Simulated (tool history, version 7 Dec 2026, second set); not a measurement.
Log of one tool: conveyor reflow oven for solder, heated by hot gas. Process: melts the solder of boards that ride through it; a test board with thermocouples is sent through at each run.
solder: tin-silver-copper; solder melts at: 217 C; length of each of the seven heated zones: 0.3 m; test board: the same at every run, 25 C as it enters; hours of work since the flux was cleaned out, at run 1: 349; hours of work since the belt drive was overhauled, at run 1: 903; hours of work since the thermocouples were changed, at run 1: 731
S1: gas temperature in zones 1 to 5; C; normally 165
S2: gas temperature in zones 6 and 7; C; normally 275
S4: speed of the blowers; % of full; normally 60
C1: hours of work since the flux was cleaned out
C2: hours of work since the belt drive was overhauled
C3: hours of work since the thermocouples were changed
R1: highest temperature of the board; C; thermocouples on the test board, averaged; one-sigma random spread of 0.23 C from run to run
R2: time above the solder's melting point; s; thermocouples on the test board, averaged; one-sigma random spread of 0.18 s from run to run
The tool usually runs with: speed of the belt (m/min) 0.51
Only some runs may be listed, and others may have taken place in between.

run 1 day=0 | S1=165 S2=275 speed_of_the_belt_(m/min)=0.51 S4=60 | C1=349 C2=903 C3=731 | R1=251 R2=48.5
-- day=1.35 flux residue cleaned out of gas plates and filters
run 2 day=2.379 | S1=165 S2=275 speed_of_the_belt_(m/min)=0.51 S4=60 | C1=10 C2=924 C3=752 | R1=251.9 R2=49.3
run 3 day=3.617 | S1=165 S2=275 speed_of_the_belt_(m/min)=0.51 S4=60 | C1=22 C2=935 C3=764 | R1=252 R2=49.3
run 4 day=4.767 | S1=165 S2=275 speed_of_the_belt_(m/min)=0.51 S4=60 | C1=33 C2=947 C3=775 | R1=251.5 R2=49.7
run 5 day=6.454 | S1=165 S2=275 speed_of_the_belt_(m/min)=0.51 S4=60 | C1=49 C2=963 C3=791 | R1=251.5 R2=49.5
run 6 day=8.6 | S1=165 S2=275 speed_of_the_belt_(m/min)=0.501 S4=60 | C1=70 C2=983 C3=812 | R1=252.5 R2=50.7
run 7 day=10.508 | S1=165 S2=275 speed_of_the_belt_(m/min)=0.51 S4=88 | C1=88 C2=1002 C3=830 | R1=259.8 R2=56.4
run 8 day=11.733 | S1=165 S2=275 speed_of_the_belt_(m/min)=0.51 S4=88 | C1=100 C2=1014 C3=842 | R1=259.9 R2=56.6
run 9 day=13.046 | S1=165 S2=275 speed_of_the_belt_(m/min)=0.51 S4=88 | C1=113 C2=1026 C3=855 | R1=260.4 R2=56.1
run 10 day=15.192 | S1=165 S2=275 speed_of_the_belt_(m/min)=0.51 S4=88 | C1=133 C2=1047 C3=876 | R1=259.9 R2=56.2
run 11 day=16.954 | S1=167 S2=284 speed_of_the_belt_(m/min)=0.594 S4=61 | C1=150 C2=1064 C3=892 | R1=253 R2=42.5
run 12 day=18.567 | S1=164 S2=270 speed_of_the_belt_(m/min)=0.449 S4=57 | C1=166 C2=1080 C3=908 | R1=250.2 R2=55.5
run 13 day=20.721 | S1=175 S2=286 speed_of_the_belt_(m/min)=0.449 S4=57 | C1=187 C2=1100 C3=929 | R1=266.4 R2=70.3
run 14 day=21.946 | S1=177 S2=286 speed_of_the_belt_(m/min)=0.449 S4=87 | C1=199 C2=1112 C3=941 | R1=274.2 R2=75.2
run 15 day=23.083 | S1=176 S2=275 speed_of_the_belt_(m/min)=0.51 S4=65 | C1=209 C2=1123 C3=952 | R1=254.9 R2=55.7
run 16 day=24.25 | S1=165 S2=275 speed_of_the_belt_(m/min)=0.58 S4=60 | C1=221 C2=1134 C3=963 | R1=245.4 R2=37.4
run 17 day=26.033 | S1=165 S2=275 speed_of_the_belt_(m/min)=0.45 S4=60 | C1=238 C2=1151 C3=980 | R1=255.7 R2=60.4
run 18 day=26.929 | S1=165 S2=288 speed_of_the_belt_(m/min)=0.425 S4=60 | C1=247 C2=1160 C3=989 | R1=269.7 R2=73.1
run 19 day=28.842 | S1=155 S2=275 speed_of_the_belt_(m/min)=0.51 S4=78 | C1=265 C2=1179 C3=1007 | R1=255.6 R2=50.4

Hidden state or all else? Some run-to-run changes of R1, split into what the settings, what came in and random variation would give without the hidden state, and what is left for the hidden state (with any gauge scatter that isn't in both results):
The tool's hidden condition here consists of: heat that the gas passes to the board, % of a clean oven's; belt's true speed, % of the reading; true gas temperature in zones 6 and 7 over the reading, C; drift of the gauge itself on peak_c, C; drift of the gauge itself on liquid_s, %.
Run 1 -> 2: flux residue cleaned out of gas plates and filters. R1 +0.9 C: hidden state +1.1, all else -0.2.
Run 14 -> 15: S1 177 -> 176, S2 286 -> 275, speed of the belt (m/min) 0.449 -> 0.51, S4 87 -> 65. R1 -19.3 C: hidden state +0.3, all else -19.6.
